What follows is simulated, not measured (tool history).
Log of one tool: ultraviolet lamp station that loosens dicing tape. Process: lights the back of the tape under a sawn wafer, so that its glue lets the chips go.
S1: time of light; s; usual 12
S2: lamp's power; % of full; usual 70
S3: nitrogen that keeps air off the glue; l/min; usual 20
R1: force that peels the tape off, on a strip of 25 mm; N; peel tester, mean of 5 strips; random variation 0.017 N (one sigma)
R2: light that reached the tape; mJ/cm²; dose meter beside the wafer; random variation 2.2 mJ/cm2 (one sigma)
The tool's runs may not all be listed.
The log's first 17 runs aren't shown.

run	hour	S1	S2	S3	R1	R2
18	997.4	12	70	20	1.262	158
19	1063.4	12	70	20	1.275	158
20	1126.2	12	70	20	1.326	156
21	1160.3	12	70	20	1.293	156
22	1235.4	12	70	20	1.418	150
# hour 1286.4: window cleaned of glue's vapour
23	1303	9	97	7	2.151	161
24	1341.2	12	96	9	1.281	214
25	1412.9	9	91	28	1.176	151
26	1450.9	14	91	28	0.522	228
# hour 1458: lamp changed
27	1498.4	12	71	20	0.846	198
28	1571.9	7	65	15	2.528	103
29	1607.4	7	84	19	1.662	134
30	1677.9	24	87	22	0.232	470
31	1744.1	24	85	22	0.239	453
32	1820.1	12	83	20	0.719	218
# hour 1872.5: window cleaned of glue's vapour
33	1894.3	12	83	20	0.684	221
34	1940.3	12	83	20	0.697	221
35	1996.6	24	86	11	0.289	452
36	2066.2	7	99	8	2.184	149
37	2107.6	19	75	36	0.28	306
38	2162.6	19	75	36	0.301	306

The next listed run, before its measurement:
39	2242.7	19	62	18	?	?

{"run 39": {"R1": 0.594, "R2": 247}}
Without the tool's hidden state the same run would have given R1 0.456 N, R2 284 mJ/cm².

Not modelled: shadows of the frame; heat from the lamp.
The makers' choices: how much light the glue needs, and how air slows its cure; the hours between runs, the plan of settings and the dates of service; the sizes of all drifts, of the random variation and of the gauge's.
